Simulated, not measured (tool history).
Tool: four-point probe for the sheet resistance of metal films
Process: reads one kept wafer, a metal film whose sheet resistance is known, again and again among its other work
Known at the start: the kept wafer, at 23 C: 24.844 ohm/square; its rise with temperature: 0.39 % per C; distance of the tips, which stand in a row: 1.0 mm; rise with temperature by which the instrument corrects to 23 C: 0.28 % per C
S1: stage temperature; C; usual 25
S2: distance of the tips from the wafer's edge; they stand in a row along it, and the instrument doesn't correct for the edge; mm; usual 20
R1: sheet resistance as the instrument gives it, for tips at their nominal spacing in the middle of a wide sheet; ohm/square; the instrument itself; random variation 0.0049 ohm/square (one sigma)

run,hour,S1,S2,R1
1,0.0,25,20,25.026379
2,41.2,25,20,25.027049
3,98.7,27,20,25.078591
4,159.6,25,10,25.125009
5,223.4,25,10,25.127136
6,268.0,25,64,24.990789
7,299.9,25,20,25.014572
8,341.3,25,20,25.018406
9,388.1,25,20,25.022117
10,418.9,25,20,25.016996
11,462.7,25,20,25.018569
12,503.8,25,20,25.016390
13,531.9,25,20,25.021097
14,577.3,25,20,25.019032
15,629.8,25,20,25.016748
16,689.6,25,20,25.013415
17,723.4,25,20,25.009014
18,768.8,29,20,25.111782
19,798.8,19,47,24.843998
20,865.4,19,47,24.842108
21,914.3,33,20,25.210073
22,977.2,18,32,24.826385
23,1022.4,23,5,25.456278
24,1084.1,26,35,25.014899
25,1111.7,27,20,25.064016
26,1177.7,25,9,25.148140
27,1228.6,25,17,25.029307
28,1278.3,25,17,25.029924
29,1334.1,25,7,25.245392
30,1371.0,22,9,25.070550
31,1401.8,22,9,25.068001
32,1438.3,25,20,25.016340
33,1481.1,35,17,25.262201

Forecast each of these 3 alternatives for the next run:
A,1524.2,31,17,?
B,1524.2,24,41,?
C,1524.2,26,10,?

run,R1
A,25.165880
B,24.966148
C,25.141672
Without the tool's hidden state the same runs would have given:
run,R1
A,25.082414
B,24.882738
C,25.057875
